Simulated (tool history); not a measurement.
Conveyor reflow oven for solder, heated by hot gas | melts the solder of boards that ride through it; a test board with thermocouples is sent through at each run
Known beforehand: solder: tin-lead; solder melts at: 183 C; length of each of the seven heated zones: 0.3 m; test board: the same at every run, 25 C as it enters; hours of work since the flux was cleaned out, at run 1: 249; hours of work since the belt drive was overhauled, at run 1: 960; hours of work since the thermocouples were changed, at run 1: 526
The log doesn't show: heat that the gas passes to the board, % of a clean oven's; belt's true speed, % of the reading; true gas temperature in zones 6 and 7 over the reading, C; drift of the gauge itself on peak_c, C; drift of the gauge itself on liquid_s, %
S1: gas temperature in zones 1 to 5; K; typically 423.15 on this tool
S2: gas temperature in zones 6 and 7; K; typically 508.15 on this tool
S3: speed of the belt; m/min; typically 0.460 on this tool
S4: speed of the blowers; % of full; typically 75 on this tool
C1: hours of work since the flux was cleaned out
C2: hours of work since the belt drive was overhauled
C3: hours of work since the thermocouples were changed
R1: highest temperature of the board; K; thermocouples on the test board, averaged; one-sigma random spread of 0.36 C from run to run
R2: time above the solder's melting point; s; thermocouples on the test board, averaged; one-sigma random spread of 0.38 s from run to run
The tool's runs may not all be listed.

run    hour      S1      S2     S3  S4   C1    C2   C3      R1    R2
  1     0.0  423.15  508.15  0.460  75  249   960  526  491.15  64.0
  2    54.0  423.15  508.15  0.460  75  289  1000  566  491.15  64.1
       86.5  -- flux residue cleaned out of gas plates and filters
  3   133.6  423.15  508.15  0.460  75   35  1055  621  491.35  63.3
  4   183.3  423.15  508.15  0.460  75   71  1092  657  491.05  64.3
      218.3  -- thermocouples of zones 6 and 7 changed
  5   238.9  423.15  508.15  0.460  75  111  1131   15  491.15  64.5
  6   305.6  423.15  508.15  0.460  75  160  1181   64  491.35  64.1
  7   368.4  423.15  508.15  0.460  75  206  1227  111  491.35  63.9
  8   436.1  423.15  508.15  0.479  75  256  1277  161  490.15  60.5
  9   500.8  423.15  508.15  0.479  75  304  1325  208  489.55  59.3
      516.6  -- flux residue cleaned out of gas plates and filters
 10   544.3  423.15  508.15  0.479  75   20  1353  237  489.75  59.7
 11   592.0  423.15  508.15  0.430  75   56  1388  272  493.05  70.0
 12   636.3  423.15  508.15  0.430  75   88  1421  304  493.05  70.0
 13   676.0  423.15  508.15  0.430  75  117  1450  334  493.45  70.3
      738.1  -- belt drive overhauled, speed set with a stopwatch
 14   758.9  423.15  514.15  0.525  88  176    15  392  494.35  56.9
 15   803.1  423.15  508.15  0.438  75  208    48  425  491.95  68.3
 16   863.3  423.15  508.15  0.438  75  253    92  469  493.15  68.4
 17   915.6  423.15  519.15  0.474  71  291   131  507  498.85  66.6
      948.4  -- flux residue cleaned out of gas plates and filters
 18   998.4  411.15  508.15  0.454  84   37   188  565  491.15  59.6
 19  1049.1  423.15  508.15  0.537  75   74   226  602  486.35  49.7
 20  1086.3  423.15  508.15  0.537  75  102   253  630  486.85  49.7
     1160.9  -- thermocouples of zones 6 and 7 changed
 21  1165.0  419.15  508.15  0.460  84  158   310    3  491.95  63.0
 22  1213.0  419.15  508.15  0.441  84  194   345   38  493.15  66.6
 23  1256.4  419.15  508.15  0.455  84  226   377   70  491.65  64.2
 24  1308.4  418.15  508.15  0.397  72  264   415  109  494.15  74.1
     1376.2  -- flux residue cleaned out of gas plates and filters
 25  1384.6  413.15  507.15  0.533  75    6   468  161  482.95  43.8

5 options for the next run, each taken on its own from the tool as it stands now. Forecast them:
  A  1448.0  413.15  507.15  0.533  75  53  514  208   ?   ?
  B  1448.0  413.15  507.15  0.440  75  53  514  208   ?   ?
  C  1448.0  423.15  499.15  0.538  56  53  514  208   ?   ?
  D  1448.0  423.15  508.15  0.460  54  53  514  208   ?   ?
  E  1448.0  414.15  508.15  0.407  75  53  514  208   ?   ?

run      R1    R2
  A  483.25  44.3
  B  490.75  61.9
  C  474.25  37.3
  D  486.25  59.3
  E  493.25  70.1
Without the tool's hidden state the same runs would have given:
run      R1    R2
  A  483.15  44.2
  B  490.75  61.8
  C  474.25  37.3
  D  486.25  59.2
  E  493.25  70.0
